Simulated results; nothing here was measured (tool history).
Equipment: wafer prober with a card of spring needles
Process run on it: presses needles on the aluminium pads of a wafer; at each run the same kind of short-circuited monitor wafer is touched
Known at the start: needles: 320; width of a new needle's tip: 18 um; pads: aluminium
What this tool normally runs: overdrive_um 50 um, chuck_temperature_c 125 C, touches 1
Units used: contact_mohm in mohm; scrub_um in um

{"run": 1, "hour": 0.0, "overdrive_um": 50, "chuck_temperature_c": 125, "touches": 1, "contact_mohm": 359, "scrub_um": 7.23}
{"hour": 3.0, "done": "tips cleaned on abrasive film"}
{"hour": 17.4, "done": "tips cleaned on abrasive film"}
{"hour": 31.8, "done": "tips cleaned on abrasive film"}
{"hour": 46.1, "done": "tips cleaned on abrasive film"}
{"run": 2, "hour": 46.4, "overdrive_um": 50, "chuck_temperature_c": 125, "touches": 1, "contact_mohm": 300, "scrub_um": 7.32}
{"hour": 58.0, "done": "tips cleaned on abrasive film"}
{"hour": 69.5, "done": "tips cleaned on abrasive film"}
{"hour": 81.0, "done": "tips cleaned on abrasive film"}
{"run": 3, "hour": 81.9, "overdrive_um": 50, "chuck_temperature_c": 125, "touches": 1, "contact_mohm": 305, "scrub_um": 7.28}
{"hour": 90.8, "done": "height of the first contact set anew"}
{"hour": 93.8, "done": "tips cleaned on abrasive film"}
{"hour": 108.1, "done": "tips cleaned on abrasive film"}
{"run": 4, "hour": 117.6, "overdrive_um": 50, "chuck_temperature_c": 125, "touches": 1, "contact_mohm": 368, "scrub_um": 6.99}
{"hour": 120.6, "done": "tips cleaned on abrasive film"}
{"hour": 135.0, "done": "tips cleaned on abrasive film"}
{"hour": 146.5, "done": "tips cleaned on abrasive film"}
{"hour": 160.9, "done": "tips cleaned on abrasive film"}
{"run": 5, "hour": 164.4, "overdrive_um": 50, "chuck_temperature_c": 125, "touches": 1, "contact_mohm": 327, "scrub_um": 6.97}
{"hour": 173.1, "done": "tips cleaned on abrasive film"}
{"hour": 187.3, "done": "tips cleaned on abrasive film"}
{"hour": 199.0, "done": "height of the first contact set anew, once more"}
{"hour": 199.1, "done": "tips cleaned on abrasive film"}
{"hour": 213.5, "done": "tips cleaned on abrasive film"}
{"run": 6, "hour": 221.3, "overdrive_um": 50, "chuck_temperature_c": 125, "touches": 1, "contact_mohm": 351, "scrub_um": 7.51}
{"hour": 227.1, "done": "tips cleaned on abrasive film"}
{"hour": 241.3, "done": "tips cleaned on abrasive film"}
{"run": 7, "hour": 248.2, "overdrive_um": 50, "chuck_temperature_c": 125, "touches": 2, "contact_mohm": 322, "scrub_um": 7.6}
{"hour": 254.0, "done": "tips cleaned on abrasive film"}
{"hour": 268.0, "done": "tips cleaned on abrasive film"}
{"hour": 281.1, "done": "tips cleaned on abrasive film"}
{"run": 8, "hour": 281.1, "overdrive_um": 45, "chuck_temperature_c": 125, "touches": 1, "contact_mohm": 303, "scrub_um": 6.76}
{"hour": 295.2, "done": "tips cleaned on abrasive film"}
{"hour": 309.4, "done": "tips cleaned on abrasive film"}
{"hour": 320.9, "done": "tips cleaned on abrasive film"}
{"hour": 334.8, "done": "tips cleaned on abrasive film"}
{"run": 9, "hour": 334.8, "overdrive_um": 50, "chuck_temperature_c": 74, "touches": 1, "contact_mohm": 280, "scrub_um": 7.51}
{"hour": 349.2, "done": "tips cleaned on abrasive film"}
{"hour": 360.8, "done": "tips cleaned on abrasive film"}
{"hour": 375.1, "done": "tips cleaned on abrasive film"}
{"run": 10, "hour": 382.1, "overdrive_um": 50, "chuck_temperature_c": 74, "touches": 1, "contact_mohm": 343, "scrub_um": 7.45}
{"hour": 387.9, "done": "tips cleaned on abrasive film"}
{"hour": 402.3, "done": "tips cleaned on abrasive film"}
{"run": 11, "hour": 411.8, "overdrive_um": 56, "chuck_temperature_c": 125, "touches": 1, "contact_mohm": 337, "scrub_um": 8.43}
{"hour": 414.8, "done": "tips cleaned on abrasive film"}
{"hour": 426.3, "done": "tips cleaned on abrasive film"}
{"hour": 437.8, "done": "tips cleaned on abrasive film"}
{"run": 12, "hour": 447.1, "overdrive_um": 50, "chuck_temperature_c": 26, "touches": 1, "contact_mohm": 345, "scrub_um": 7.45}
{"hour": 450.0, "done": "tips cleaned on abrasive film"}
{"hour": 463.8, "done": "tips cleaned on abrasive film"}
{"run": 13, "hour": 473.9, "overdrive_um": 50, "chuck_temperature_c": 26, "touches": 1, "contact_mohm": 347, "scrub_um": 7.44}
{"hour": 476.8, "done": "tips cleaned on abrasive film"}
{"hour": 491.2, "done": "tips cleaned on abrasive film"}
{"hour": 502.8, "done": "tips cleaned on abrasive film"}
{"hour": 514.3, "done": "tips cleaned on abrasive film"}
{"run": 14, "hour": 518.8, "overdrive_um": 50, "chuck_temperature_c": 26, "touches": 1, "contact_mohm": 319, "scrub_um": 7.47}
{"hour": 527.4, "done": "tips cleaned on abrasive film"}
{"hour": 539.0, "done": "tips cleaned on abrasive film"}
{"hour": 553.0, "done": "tips cleaned on abrasive film"}
{"run": 15, "hour": 560.2, "overdrive_um": 50, "chuck_temperature_c": 26, "touches": 1, "contact_mohm": 339, "scrub_um": 7.45}
{"hour": 566.0, "done": "tips cleaned on abrasive film"}
{"hour": 580.4, "done": "tips cleaned on abrasive film"}
{"hour": 594.5, "done": "tips cleaned on abrasive film"}
{"run": 16, "hour": 596.9, "overdrive_um": 34, "chuck_temperature_c": 51, "touches": 2, "contact_mohm": 317, "scrub_um": 5.01}
{"hour": 608.5, "done": "tips cleaned on abrasive film"}
{"hour": 622.7, "done": "tips cleaned on abrasive film"}
{"run": 17, "hour": 624.7, "overdrive_um": 55, "chuck_temperature_c": 96, "touches": 2, "contact_mohm": 289, "scrub_um": 8.17}
{"hour": 636.3, "done": "tips cleaned on abrasive film"}
{"hour": 647.8, "done": "tips cleaned on abrasive film"}
{"hour": 662.1, "done": "tips cleaned on abrasive film"}
{"run": 18, "hour": 670.0, "overdrive_um": 46, "chuck_temperature_c": 85, "touches": 1, "contact_mohm": 372, "scrub_um": 6.7}
{"hour": 675.8, "done": "tips cleaned on abrasive film"}
{"hour": 689.9, "done": "tips cleaned on abrasive film"}
{"hour": 704.1, "done": "tips cleaned on abrasive film"}
{"hour": 718.5, "done": "tips cleaned on abrasive film"}
{"hour": 732.0, "done": "tips cleaned on abrasive film"}
{"run": 19, "hour": 732.0, "overdrive_um": 50, "chuck_temperature_c": 113, "touches": 1, "contact_mohm": 292, "scrub_um": 7.27}
{"hour": 743.6, "done": "tips cleaned on abrasive film"}
{"hour": 757.7, "done": "tips cleaned on abrasive film"}
{"hour": 769.2, "done": "tips cleaned on abrasive film"}
{"hour": 783.5, "done": "tips cleaned on abrasive film"}
{"run": 20, "hour": 793.3, "overdrive_um": 50, "chuck_temperature_c": 38, "touches": 2, "contact_mohm": 320, "scrub_um": 7.28}
{"hour": 796.2, "done": "tips cleaned on abrasive film"}
{"hour": 810.6, "done": "tips cleaned on abrasive film"}
{"hour": 822.2, "done": "tips cleaned on abrasive film"}
{"hour": 836.2, "done": "tips cleaned on abrasive film"}
{"hour": 850.6, "done": "tips cleaned on abrasive film"}
{"run": 21, "hour": 854.9, "overdrive_um": 37, "chuck_temperature_c": 28, "touches": 1, "contact_mohm": 368, "scrub_um": 5.25}
{"hour": 863.6, "done": "tips cleaned on abrasive film"}
{"hour": 869.4, "done": "height of the first contact set anew"}
{"hour": 877.9, "done": "tips cleaned on abrasive film"}
{"run": 22, "hour": 884.6, "overdrive_um": 37, "chuck_temperature_c": 28, "touches": 1, "contact_mohm": 411, "scrub_um": 5.7}
{"hour": 890.4, "done": "tips cleaned on abrasive film"}
{"hour": 902.0, "done": "tips cleaned on abrasive film"}
{"hour": 916.3, "done": "tips cleaned on abrasive film"}
{"hour": 927.8, "done": "tips cleaned on abrasive film"}
{"hour": 940.4, "done": "tips cleaned on abrasive film"}
{"run": 23, "hour": 940.4, "overdrive_um": 37, "chuck_temperature_c": 28, "touches": 1, "contact_mohm": 277, "scrub_um": 5.6}
{"hour": 954.8, "done": "tips cleaned on abrasive film"}
{"hour": 966.4, "done": "tips cleaned on abrasive film"}
{"hour": 977.9, "done": "tips cleaned on abrasive film"}
{"run": 24, "hour": 988.6, "overdrive_um": 34, "chuck_temperature_c": 125, "touches": 1, "contact_mohm": 472, "scrub_um": 5.06}
{"hour": 991.5, "done": "tips cleaned on abrasive film"}
{"hour": 1005.9, "done": "tips cleaned on abrasive film"}
{"hour": 1020.0, "done": "tips cleaned on abrasive film"}
{"hour": 1034.4, "done": "tips cleaned on abrasive film"}
{"run": 25, "hour": 1037.5, "overdrive_um": 44, "chuck_temperature_c": 76, "touches": 3, "contact_mohm": 305, "scrub_um": 6.65}
{"hour": 1046.2, "done": "tips cleaned on abrasive film"}
{"hour": 1060.5, "done": "tips cleaned on abrasive film"}
{"hour": 1072.0, "done": "tips cleaned on abrasive film"}
{"hour": 1084.5, "done": "tips cleaned on abrasive film"}
{"run": 26, "hour": 1084.5, "overdrive_um": 41, "chuck_temperature_c": 76, "touches": 2, "contact_mohm": 286, "scrub_um": 6.01}

Consider 4 possible next runs. They are alternatives, not a sequence: every one starts from the tool as it was left by run 26. What does each give?
{"hour": 1096.0, "done": "tips cleaned on abrasive film"}
{"hour": 1110.3, "done": "tips cleaned on abrasive film"}
{"hour": 1121.8, "done": "tips cleaned on abrasive film"}
{"hour": 1136.2, "done": "tips cleaned on abrasive film"}
{"run": "A", "hour": 1138.8, "overdrive_um": 36, "chuck_temperature_c": 55, "touches": 1, "contact_mohm": "?", "scrub_um": "?"}
{"hour": 1096.0, "done": "tips cleaned on abrasive film"}
{"hour": 1110.3, "done": "tips cleaned on abrasive film"}
{"hour": 1121.8, "done": "tips cleaned on abrasive film"}
{"hour": 1136.2, "done": "tips cleaned on abrasive film"}
{"run": "B", "hour": 1138.8, "overdrive_um": 50, "chuck_temperature_c": 95, "touches": 2, "contact_mohm": "?", "scrub_um": "?"}
{"hour": 1096.0, "done": "tips cleaned on abrasive film"}
{"hour": 1110.3, "done": "tips cleaned on abrasive film"}
{"hour": 1121.8, "done": "tips cleaned on abrasive film"}
{"hour": 1136.2, "done": "tips cleaned on abrasive film"}
{"run": "C", "hour": 1138.8, "overdrive_um": 50, "chuck_temperature_c": 28, "touches": 1, "contact_mohm": "?", "scrub_um": "?"}
{"hour": 1096.0, "done": "tips cleaned on abrasive film"}
{"hour": 1110.3, "done": "tips cleaned on abrasive film"}
{"hour": 1121.8, "done": "tips cleaned on abrasive film"}
{"hour": 1136.2, "done": "tips cleaned on abrasive film"}
{"run": "D", "hour": 1138.8, "overdrive_um": 41, "chuck_temperature_c": 27, "touches": 2, "contact_mohm": "?", "scrub_um": "?"}

run=A contact_mohm=339 scrub_um=5.39
run=B contact_mohm=306 scrub_um=7.41
run=C contact_mohm=297 scrub_um=7.45
run=D contact_mohm=292 scrub_um=6.16
Take away the tool's hidden state, keep each run's random variation, and the runs would have read:
run=A contact_mohm=277 scrub_um=5.53
run=B contact_mohm=285 scrub_um=7.56
run=C contact_mohm=262 scrub_um=7.6
run=D contact_mohm=261 scrub_um=6.31
